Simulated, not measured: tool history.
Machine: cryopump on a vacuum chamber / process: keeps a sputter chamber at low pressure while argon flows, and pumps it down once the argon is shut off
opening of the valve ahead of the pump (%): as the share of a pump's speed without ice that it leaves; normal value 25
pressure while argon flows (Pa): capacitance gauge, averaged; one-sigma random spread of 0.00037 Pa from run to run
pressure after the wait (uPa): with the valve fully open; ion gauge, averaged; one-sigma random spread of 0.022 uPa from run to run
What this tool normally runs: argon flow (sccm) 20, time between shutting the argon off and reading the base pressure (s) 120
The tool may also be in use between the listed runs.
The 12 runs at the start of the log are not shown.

run,day,argon flow (sccm),time between shutting the argon off and reading the base pressure (s),opening of the valve ahead of the pump (%),hours of work since the pump was warmed up and emptied,hours of work since the cold head was overhauled,hours of work since the chamber's fittings were tightened,pressure while argon flows (Pa),pressure after the wait (uPa)
13,22.662,13,120,25,331,714,766,0.048,1.46
14,24.267,20,120,25,355,738,790,0.0747,1.44
# day 26.312: pump warmed up, emptied and cooled again
15,26.596,20,120,25,4,769,821,0.0695,1.34
16,27.875,20,120,25,23,788,840,0.0699,1.34
17,29.033,19,120,25,40,805,856,0.0667,1.37
18,30.658,13,120,25,64,828,880,0.0454,1.39
19,31.875,26,120,25,81,846,898,0.0916,1.44
20,33.392,30,271,45,103,868,920,0.0603,1.15
21,34.8,10,271,41,124,889,941,0.0223,1.2
22,36.138,10,271,41,144,908,960,0.0216,1.29
23,37.688,33,284,41,166,931,983,0.073,1.24
24,39.425,10,266,19,192,956,1008,0.0471,1.34
25,41.062,9,42,19,216,980,1032,0.042,2.6
26,43.525,9,42,19,251,1016,1068,0.0423,2.62
27,46.325,12,137,16,292,1057,1109,0.0671,1.71
28,48.571,9,55,23,325,1090,1142,0.0363,2.44
29,50.692,17,137,19,356,1121,1173,0.0813,1.78
# day 52.579: pump warmed up, emptied and cooled again
30,52.579,17,137,19,0,1145,1197,0.0779,1.57
31,53.75,18,120,25,17,1163,1215,0.0629,1.65
32,55.479,10,120,23,42,1188,1240,0.038,1.69
33,58.071,34,26,28,80,1226,1278,0.1075,3.55

Run 34 is up next; what results do you expect?
34,60.792,8,35,27,120,1265,1317,?,?

pressure while argon flows (Pa): 0.0259
pressure after the wait (uPa): 3.09
With no hidden state in the tool, this same run would have given pressure while argon flows (Pa) 0.0254, pressure after the wait (uPa) 1.95.

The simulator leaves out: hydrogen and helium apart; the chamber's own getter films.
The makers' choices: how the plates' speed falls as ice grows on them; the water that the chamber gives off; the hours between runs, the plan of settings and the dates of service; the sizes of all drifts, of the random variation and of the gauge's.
